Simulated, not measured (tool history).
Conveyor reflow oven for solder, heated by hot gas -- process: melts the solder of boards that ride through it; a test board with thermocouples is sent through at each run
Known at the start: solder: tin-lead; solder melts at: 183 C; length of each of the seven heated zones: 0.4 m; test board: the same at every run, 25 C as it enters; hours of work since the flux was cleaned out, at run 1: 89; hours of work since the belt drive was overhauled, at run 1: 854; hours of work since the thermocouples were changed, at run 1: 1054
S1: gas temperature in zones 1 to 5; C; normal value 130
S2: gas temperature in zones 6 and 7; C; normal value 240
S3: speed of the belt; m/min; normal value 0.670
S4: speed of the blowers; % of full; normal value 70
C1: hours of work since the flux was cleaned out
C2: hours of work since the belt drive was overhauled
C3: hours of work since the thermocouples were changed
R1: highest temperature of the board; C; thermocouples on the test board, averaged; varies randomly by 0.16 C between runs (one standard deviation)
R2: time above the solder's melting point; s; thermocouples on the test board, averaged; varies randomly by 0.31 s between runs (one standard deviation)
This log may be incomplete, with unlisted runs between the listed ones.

run     day   S1   S2     S3  S4   C1    C2    C3     R1    R2
  1   0.000  130  240  0.670  70   89   854  1054  222.1  54.8
  2   1.296  130  240  0.670  70  112   877  1077  222.0  54.7
  3   3.304  130  240  0.666  70  148   913  1112  222.2  55.2
  4   4.921  130  236  0.670  70  177   942  1141  218.5  52.5
      5.546  -- flux residue cleaned out of gas plates and filters
  5   7.204  130  240  0.670  70   29   979  1178  222.2  54.5
  6   8.929  130  240  0.670  70   60  1009  1209  221.9  54.0
  7  11.704  130  240  0.670  70  110  1059  1258  222.1  55.3
     13.862  -- thermocouples of zones 6 and 7 changed
  8  14.446  130  240  0.670  70  157  1106    10  222.0  54.9
     16.217  -- flux residue cleaned out of gas plates and filters
  9  16.283  130  240  0.670  50    1  1135    39  214.6  48.0
 10  18.188  130  240  0.670  70   35  1169    73  221.9  54.7
 11  21.392  130  240  0.670  70   92  1226   130  221.9  54.7
 12  23.262  138  240  0.670  70  125  1259   164  223.5  58.2
 13  25.062  138  240  0.670  70  158  1292   196  223.6  57.7

Run 14 comes next. What will it give?
     26.842  -- flux residue cleaned out of gas plates and filters
 14  28.371  130  240  0.776  70  27  1347  251   ?   ?

{"run 14": {"R1": 216.4, "R2": 43.0}}
Take away the tool's hidden state, keep the run-to-run variation as it was, and the same run would have given R1 216.3 C, R2 42.9 s.
